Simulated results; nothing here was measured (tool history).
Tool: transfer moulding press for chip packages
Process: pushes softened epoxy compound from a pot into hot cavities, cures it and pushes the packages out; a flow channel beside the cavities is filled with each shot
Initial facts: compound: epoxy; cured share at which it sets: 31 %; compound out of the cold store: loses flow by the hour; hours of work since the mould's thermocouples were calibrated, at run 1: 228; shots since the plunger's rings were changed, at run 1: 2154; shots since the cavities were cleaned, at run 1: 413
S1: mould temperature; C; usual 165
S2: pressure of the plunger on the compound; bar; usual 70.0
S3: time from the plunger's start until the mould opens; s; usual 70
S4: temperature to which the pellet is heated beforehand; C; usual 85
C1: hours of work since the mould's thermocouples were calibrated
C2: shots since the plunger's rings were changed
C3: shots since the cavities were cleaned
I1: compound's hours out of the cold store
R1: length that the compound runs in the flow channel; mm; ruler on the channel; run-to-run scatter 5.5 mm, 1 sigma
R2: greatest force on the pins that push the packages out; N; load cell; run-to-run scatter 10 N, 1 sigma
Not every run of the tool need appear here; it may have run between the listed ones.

| run | hour | S1 | S2 | S3 | S4 | C1 | C2 | C3 | I1 | R1 | R2 |
|---|---|---|---|---|---|---|---|---|---|---|---|
| 1 | 0.0 | 165 | 70.0 | 70 | 85 | 228 | 2154 | 413 | 22.6 | 634 | 493 |
|  | 51.5 | cavities cleaned with cleaning compound and waxed |
| 2 | 51.5 | 165 | 87.1 | 70 | 85 | 250 | 2633 | 0 | 15.0 | 745 | 496 |
| 3 | 84.9 | 165 | 87.1 | 70 | 85 | 266 | 2952 | 319 | 28.0 | 680 | 470 |
| 4 | 134.1 | 165 | 87.1 | 70 | 85 | 288 | 3423 | 790 | 43.7 | 612 | 462 |
|  | 148.0 | cavities cleaned with cleaning compound and waxed |
| 5 | 191.5 | 165 | 70.0 | 57 | 85 | 314 | 3958 | 416 | 16.5 | 661 | 875 |
|  | 240.6 | cavities cleaned with cleaning compound and waxed |
| 6 | 245.7 | 165 | 70.0 | 70 | 85 | 338 | 4462 | 49 | 41.9 | 558 | 488 |
| 7 | 279.0 | 165 | 70.0 | 70 | 85 | 353 | 4781 | 368 | 28.4 | 611 | 474 |
| 8 | 319.5 | 165 | 70.0 | 70 | 85 | 372 | 5168 | 755 | 41.5 | 558 | 471 |
|  | 334.6 | cavities cleaned with cleaning compound and waxed |
| 9 | 349.1 | 160 | 70.0 | 70 | 85 | 384 | 5437 | 140 | 29.4 | 615 | 650 |
| 10 | 389.1 | 160 | 70.0 | 70 | 85 | 403 | 5819 | 522 | 8.3 | 702 | 717 |
|  | 429.8 | cavities cleaned with cleaning compound and waxed |
| 11 | 430.4 | 165 | 70.0 | 70 | 85 | 421 | 6200 | 6 | 37.4 | 585 | 477 |
| 12 | 473.5 | 165 | 70.0 | 70 | 85 | 441 | 6612 | 418 | 25.3 | 624 | 471 |
|  | 490.2 | plunger's sealing rings changed |
| 13 | 519.2 | 165 | 70.0 | 99 | 88 | 460 | 277 | 831 | 25.7 | 617 | 368 |
|  | 525.3 | cavities cleaned with cleaning compound and waxed |
| 14 | 554.1 | 158 | 70.0 | 70 | 85 | 476 | 597 | 276 | 38.8 | 574 | 721 |
| 15 | 613.4 | 158 | 86.6 | 58 | 79 | 503 | 1164 | 843 | 25.1 | 718 | 1287 |
|  | 618.4 | cavities cleaned with cleaning compound and waxed |
| 16 | 640.2 | 158 | 66.9 | 94 | 79 | 514 | 1406 | 208 | 40.9 | 561 | 411 |
| 17 | 679.4 | 158 | 87.9 | 94 | 82 | 532 | 1781 | 583 | 29.3 | 693 | 403 |
|  | 712.9 | cavities cleaned with cleaning compound and waxed |
| 18 | 722.3 | 158 | 87.9 | 94 | 82 | 551 | 2177 | 90 | 36.4 | 669 | 398 |
| 19 | 762.6 | 158 | 87.9 | 94 | 82 | 569 | 2562 | 475 | 34.0 | 675 | 418 |
|  | 791.0 | mould's thermocouples calibrated |
| 20 | 796.4 | 162 | 63.8 | 80 | 87 | 2 | 2866 | 779 | 45.3 | 516 | 419 |
|  | 807.6 | cavities cleaned with cleaning compound and waxed |
| 21 | 823.6 | 165 | 86.5 | 81 | 85 | 14 | 3112 | 153 | 16.0 | 738 | 400 |
| 22 | 870.4 | 165 | 54.7 | 70 | 85 | 36 | 3561 | 602 | 38.3 | 512 | 466 |
|  | 901.7 | cavities cleaned with cleaning compound and waxed |
| 23 | 931.1 | 161 | 72.3 | 70 | 90 | 63 | 4127 | 282 | 21.4 | 664 | 601 |
| 24 | 962.7 | 161 | 72.3 | 58 | 83 | 77 | 4429 | 584 | 19.1 | 651 | 1054 |

Below, each run's measurement less what the same run would have read without the hidden state. Both values contain the same run-to-run variation, but the gauge's scatter may not be the same in both:
What the log doesn't record here: true mould temperature over the reading, C; pressure that reaches the compound, % of what is set; grip of the stained cavities, % over clean ones'; drift of the gauge itself on flow_mm, %; drift of the gauge itself on push_out_n, %.
| run | R2 |
|---|---|
| 1 | +3 |
| 2 | +1 |
| 3 | +3 |
| 4 | +4 |
| 5 | +6 |
| 6 | +1 |
| 7 | +3 |
| 8 | +4 |
| 9 | +2 |
| 10 | +5 |
| 11 | +0 |
| 12 | +3 |
| 13 | +3 |
| 14 | +4 |
| 15 | +11 |
| 16 | +2 |
| 17 | +3 |
| 18 | +1 |
| 19 | +3 |
| 20 | +3 |
| 21 | +1 |
| 22 | +4 |
| 23 | +2 |
| 24 | +8 |
R1: within 1 mm of the measured result in every run.

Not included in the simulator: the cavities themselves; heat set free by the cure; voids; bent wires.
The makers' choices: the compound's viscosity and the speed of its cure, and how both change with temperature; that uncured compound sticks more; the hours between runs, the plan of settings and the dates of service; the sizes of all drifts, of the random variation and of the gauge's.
